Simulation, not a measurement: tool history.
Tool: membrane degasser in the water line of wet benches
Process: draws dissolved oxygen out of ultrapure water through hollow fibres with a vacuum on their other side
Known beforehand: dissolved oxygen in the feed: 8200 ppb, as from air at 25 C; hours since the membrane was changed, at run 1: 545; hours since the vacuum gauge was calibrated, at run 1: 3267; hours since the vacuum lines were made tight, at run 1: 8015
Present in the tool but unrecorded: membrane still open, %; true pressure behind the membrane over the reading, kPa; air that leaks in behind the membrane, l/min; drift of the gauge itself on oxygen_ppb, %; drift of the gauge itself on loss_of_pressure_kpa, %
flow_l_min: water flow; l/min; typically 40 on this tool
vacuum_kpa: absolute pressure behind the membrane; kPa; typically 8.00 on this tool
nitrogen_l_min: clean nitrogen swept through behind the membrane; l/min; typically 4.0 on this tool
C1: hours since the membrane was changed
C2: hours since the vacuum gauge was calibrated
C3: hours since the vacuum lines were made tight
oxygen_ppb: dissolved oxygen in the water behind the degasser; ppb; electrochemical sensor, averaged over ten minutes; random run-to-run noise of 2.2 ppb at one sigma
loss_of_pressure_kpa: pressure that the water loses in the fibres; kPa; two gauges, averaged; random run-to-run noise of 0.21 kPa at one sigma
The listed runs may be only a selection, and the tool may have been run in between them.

{"run": 1, "day": 0.0, "flow_l_min": 40, "vacuum_kpa": 8.0, "nitrogen_l_min": 4.0, "C1": 545, "C2": 3267, "C3": 8015, "oxygen_ppb": 222.5, "loss_of_pressure_kpa": 50.09}
{"run": 2, "day": 1.225, "flow_l_min": 40, "vacuum_kpa": 8.0, "nitrogen_l_min": 4.0, "C1": 574, "C2": 3297, "C3": 8045, "oxygen_ppb": 221.9, "loss_of_pressure_kpa": 50.33}
{"run": 3, "day": 2.158, "flow_l_min": 40, "vacuum_kpa": 8.0, "nitrogen_l_min": 4.0, "C1": 597, "C2": 3319, "C3": 8067, "oxygen_ppb": 225.1, "loss_of_pressure_kpa": 50.68}
{"run": 4, "day": 3.358, "flow_l_min": 40, "vacuum_kpa": 8.0, "nitrogen_l_min": 4.0, "C1": 626, "C2": 3348, "C3": 8096, "oxygen_ppb": 217.5, "loss_of_pressure_kpa": 50.53}
{"run": 5, "day": 4.775, "flow_l_min": 40, "vacuum_kpa": 8.0, "nitrogen_l_min": 4.0, "C1": 659, "C2": 3382, "C3": 8130, "oxygen_ppb": 222.8, "loss_of_pressure_kpa": 50.7}
{"run": 6, "day": 6.246, "flow_l_min": 40, "vacuum_kpa": 8.0, "nitrogen_l_min": 4.0, "C1": 695, "C2": 3417, "C3": 8165, "oxygen_ppb": 219.9, "loss_of_pressure_kpa": 50.64}
{"run": 7, "day": 7.562, "flow_l_min": 26, "vacuum_kpa": 8.0, "nitrogen_l_min": 4.0, "C1": 726, "C2": 3449, "C3": 8197, "oxygen_ppb": 132.4, "loss_of_pressure_kpa": 32.62}
{"run": 8, "day": 8.617, "flow_l_min": 26, "vacuum_kpa": 8.0, "nitrogen_l_min": 4.0, "C1": 752, "C2": 3474, "C3": 8222, "oxygen_ppb": 133.2, "loss_of_pressure_kpa": 33.0}
{"run": 9, "day": 10.512, "flow_l_min": 26, "vacuum_kpa": 8.0, "nitrogen_l_min": 4.0, "C1": 797, "C2": 3519, "C3": 8268, "oxygen_ppb": 132.1, "loss_of_pressure_kpa": 32.94}
{"run": 10, "day": 11.367, "flow_l_min": 26, "vacuum_kpa": 8.0, "nitrogen_l_min": 4.0, "C1": 818, "C2": 3540, "C3": 8288, "oxygen_ppb": 132.4, "loss_of_pressure_kpa": 33.06}

What will run 11 give?
{"run": 11, "day": 12.679, "flow_l_min": 37, "vacuum_kpa": 8.13, "nitrogen_l_min": 7.5, "C1": 849, "C2": 3571, "C3": 8320, "oxygen_ppb": "?", "loss_of_pressure_kpa": "?"}

oxygen_ppb: 160.4 ppb
loss_of_pressure_kpa: 47.28 kPa
The same run, on a tool lacking any hidden state, would have yielded oxygen_ppb 160.3 ppb, loss_of_pressure_kpa 46.58 kPa.

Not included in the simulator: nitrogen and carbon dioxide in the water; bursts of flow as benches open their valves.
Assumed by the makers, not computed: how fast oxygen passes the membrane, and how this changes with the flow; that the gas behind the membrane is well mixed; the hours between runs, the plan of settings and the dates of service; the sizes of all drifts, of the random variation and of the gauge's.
